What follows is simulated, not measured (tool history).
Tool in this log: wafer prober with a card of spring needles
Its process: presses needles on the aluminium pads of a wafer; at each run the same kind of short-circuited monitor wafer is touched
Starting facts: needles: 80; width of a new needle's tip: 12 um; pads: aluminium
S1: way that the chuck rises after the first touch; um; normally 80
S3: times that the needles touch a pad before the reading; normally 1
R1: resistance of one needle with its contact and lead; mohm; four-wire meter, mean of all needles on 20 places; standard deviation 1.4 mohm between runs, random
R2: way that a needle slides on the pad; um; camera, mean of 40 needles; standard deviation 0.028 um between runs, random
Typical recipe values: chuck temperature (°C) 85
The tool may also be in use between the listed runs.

run 1 hour=0.0 | S1=80 chuck_temperature_(°C)=85 S3=1 | R1=117 R2=22.37
-- hour=7.4 tips cleaned on abrasive film
-- hour=22.5 tips cleaned on abrasive film
run 2 hour=25.4 | S1=80 chuck_temperature_(°C)=85 S3=1 | R1=120 R2=22.36
-- hour=37.3 tips cleaned on abrasive film
run 3 hour=47.5 | S1=80 chuck_temperature_(°C)=85 S3=1 | R1=118 R2=22.34
-- hour=53.0 tips cleaned on abrasive film
run 4 hour=58.5 | S1=80 chuck_temperature_(°C)=39 S3=1 | R1=112 R2=22.35
-- hour=67.4 tips cleaned on abrasive film
run 5 hour=80.1 | S1=80 chuck_temperature_(°C)=39 S3=1 | R1=113 R2=22.33
-- hour=81.7 tips cleaned on abrasive film
-- hour=96.5 tips cleaned on abrasive film
run 6 hour=105.1 | S1=80 chuck_temperature_(°C)=39 S3=1 | R1=112 R2=22.30
-- hour=111.0 tips cleaned on abrasive film
run 7 hour=119.4 | S1=80 chuck_temperature_(°C)=39 S3=1 | R1=111 R2=22.38
-- hour=126.3 tips cleaned on abrasive film
run 8 hour=133.1 | S1=80 chuck_temperature_(°C)=28 S3=1 | R1=112 R2=22.31
-- hour=141.2 tips cleaned on abrasive film
run 9 hour=150.1 | S1=80 chuck_temperature_(°C)=28 S3=1 | R1=108 R2=22.36
-- hour=155.9 tips cleaned on abrasive film
run 10 hour=167.9 | S1=80 chuck_temperature_(°C)=28 S3=1 | R1=111 R2=22.36
-- hour=171.7 tips cleaned on abrasive film
run 11 hour=184.1 | S1=80 chuck_temperature_(°C)=117 S3=1 | R1=122 R2=22.33
-- hour=186.1 tips cleaned on abrasive film
-- hour=200.2 tips cleaned on abrasive film
run 12 hour=205.4 | S1=80 chuck_temperature_(°C)=117 S3=1 | R1=124 R2=22.29
-- hour=215.8 tips cleaned on abrasive film
run 13 hour=225.0 | S1=80 chuck_temperature_(°C)=85 S3=1 | R1=116 R2=22.26
-- hour=230.1 tips cleaned on abrasive film
-- hour=244.6 tips cleaned on abrasive film
run 14 hour=250.1 | S1=80 chuck_temperature_(°C)=85 S3=2 | R1=119 R2=22.29
-- hour=259.3 tips cleaned on abrasive film
-- hour=274.8 tips cleaned on abrasive film
run 15 hour=275.9 | S1=80 chuck_temperature_(°C)=85 S3=2 | R1=117 R2=22.26
run 16 hour=288.0 | S1=73 chuck_temperature_(°C)=85 S3=2 | R1=118 R2=20.32
-- hour=289.4 tips cleaned on abrasive film
-- hour=304.0 tips cleaned on abrasive film
run 17 hour=309.5 | S1=73 chuck_temperature_(°C)=85 S3=2 | R1=121 R2=20.36
-- hour=318.5 tips cleaned on abrasive film
run 18 hour=325.6 | S1=80 chuck_temperature_(°C)=90 S3=1 | R1=119 R2=22.28
-- hour=333.5 tips cleaned on abrasive film
-- hour=348.5 tips cleaned on abrasive film
run 19 hour=350.2 | S1=60 chuck_temperature_(°C)=99 S3=1 | R1=125 R2=16.75
-- hour=363.7 tips cleaned on abrasive film
run 20 hour=363.7 | S1=73 chuck_temperature_(°C)=69 S3=1 | R1=116 R2=20.31
run 21 hour=375.4 | S1=66 chuck_temperature_(°C)=54 S3=2 | R1=115 R2=18.35
-- hour=379.5 tips cleaned on abrasive film
run 22 hour=389.5 | S1=82 chuck_temperature_(°C)=44 S3=1 | R1=113 R2=22.85
-- hour=395.9 tips cleaned on abrasive film
run 23 hour=409.7 | S1=82 chuck_temperature_(°C)=44 S3=1 | R1=109 R2=22.81
-- hour=412.0 tips cleaned on abrasive film
-- hour=427.5 tips cleaned on abrasive film
run 24 hour=435.5 | S1=82 chuck_temperature_(°C)=44 S3=1 | R1=110 R2=22.82
-- hour=442.4 tips cleaned on abrasive film
run 25 hour=455.4 | S1=89 chuck_temperature_(°C)=85 S3=1 | R1=117 R2=24.79
-- hour=458.0 tips cleaned on abrasive film
-- hour=472.8 tips cleaned on abrasive film
run 26 hour=478.7 | S1=65 chuck_temperature_(°C)=85 S3=2 | R1=119 R2=18.08
-- hour=488.5 tips cleaned on abrasive film
run 27 hour=495.5 | S1=65 chuck_temperature_(°C)=85 S3=2 | R1=122 R2=18.07
-- hour=504.0 tips cleaned on abrasive film
-- hour=519.8 tips cleaned on abrasive film
run 28 hour=520.9 | S1=86 chuck_temperature_(°C)=85 S3=2 | R1=117 R2=23.98
-- hour=536.3 tips cleaned on abrasive film
run 29 hour=546.9 | S1=80 chuck_temperature_(°C)=85 S3=1 | R1=118 R2=22.19
-- hour=551.8 tips cleaned on abrasive film
run 30 hour=562.5 | S1=80 chuck_temperature_(°C)=85 S3=1 | R1=119 R2=22.25
-- hour=567.9 tips cleaned on abrasive film
run 31 hour=581.8 | S1=80 chuck_temperature_(°C)=108 S3=3 | R1=122 R2=22.23

Some steps in R2 between neighbouring runs. How much of each would the tool show without its hidden state too (settings, what came in, random variation), and how much is left for the hidden state, with any gauge scatter that isn't in both results?
Hidden state present: debris on the tips, nm; way that the needles fall short of the set height, um; tips' diameter, um; drift of the gauge itself on contact_mohm, %; drift of the gauge itself on scrub_um, %.
Run 18 -> 19: S1 80 -> 60, chuck temperature (°C) 90 -> 99, tips cleaned on abrasive film, tips cleaned on abrasive film. R2 -5.53 um: hidden state +0.02, all else -5.55.
Run 19 -> 20: S1 60 -> 73, chuck temperature (°C) 99 -> 69, tips cleaned on abrasive film. R2 +3.56 um: hidden state -0.02, all else +3.58.
Run 25 -> 26: S1 89 -> 65, S3 1 -> 2, tips cleaned on abrasive film, tips cleaned on abrasive film. R2 -6.71 um: hidden state +0.01, all else -6.72.
Run 27 -> 28: S1 65 -> 86, tips cleaned on abrasive film, tips cleaned on abrasive film. R2 +5.91 um: hidden state -0.04, all else +5.95.
